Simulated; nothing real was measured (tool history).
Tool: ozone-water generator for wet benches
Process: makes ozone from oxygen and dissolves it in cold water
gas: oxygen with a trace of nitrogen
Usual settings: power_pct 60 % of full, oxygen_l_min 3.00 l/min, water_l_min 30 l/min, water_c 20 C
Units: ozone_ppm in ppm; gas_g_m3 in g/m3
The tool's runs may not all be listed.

| run | day | power_pct | oxygen_l_min | water_l_min | water_c | ozone_ppm | gas_g_m3 |
|---|---|---|---|---|---|---|---|
| 1 | 0.000 | 60 | 3.00 | 30 | 20 | 6.3 | 116.9 |
| 2 | 7.092 | 53 | 3.00 | 30 | 20 | 5.5 | 108.6 |
| 3 | 10.538 | 53 | 3.00 | 30 | 20 | 5.5 | 107.8 |
| 4 | 14.608 | 53 | 3.00 | 38 | 20 | 4.3 | 109.2 |
| 5 | 18.992 | 53 | 3.00 | 38 | 20 | 4.3 | 108.6 |
| 6 | 25.829 | 53 | 3.00 | 34 | 20 | 4.7 | 106.7 |
|  | 26.783 | contactor cleaned |
|  | 33.896 | electrodes of the discharge changed |
| 7 | 33.896 | 45 | 3.00 | 45 | 13 | 3.7 | 117.8 |
| 8 | 37.812 | 96 | 3.80 | 37 | 12 | 8.4 | 172.2 |
| 9 | 42.942 | 66 | 1.53 | 31 | 26 | 5.5 | 212.2 |
|  | 44.962 | contactor cleaned, once more |
| 10 | 48.175 | 67 | 1.53 | 32 | 14 | 6.6 | 215.5 |

Forecast each of these 3 alternatives for the next run:
| A | 53.383 | 60 | 5.01 | 27 | 18 | ? | ? |
| B | 53.383 | 60 | 3.82 | 21 | 16 | ? | ? |
| C | 53.383 | 67 | 1.53 | 21 | 14 | ? | ? |

| run | ozone_ppm | gas_g_m3 |
|---|---|---|
| A | 9.2 | 109.5 |
| B | 11.5 | 125.4 |
| C | 10.1 | 213.7 |
Without the tool's hidden state the same runs would have given:
| run | ozone_ppm | gas_g_m3 |
|---|---|---|
| A | 9.4 | 111.7 |
| B | 11.8 | 127.8 |
| C | 10.4 | 218.2 |
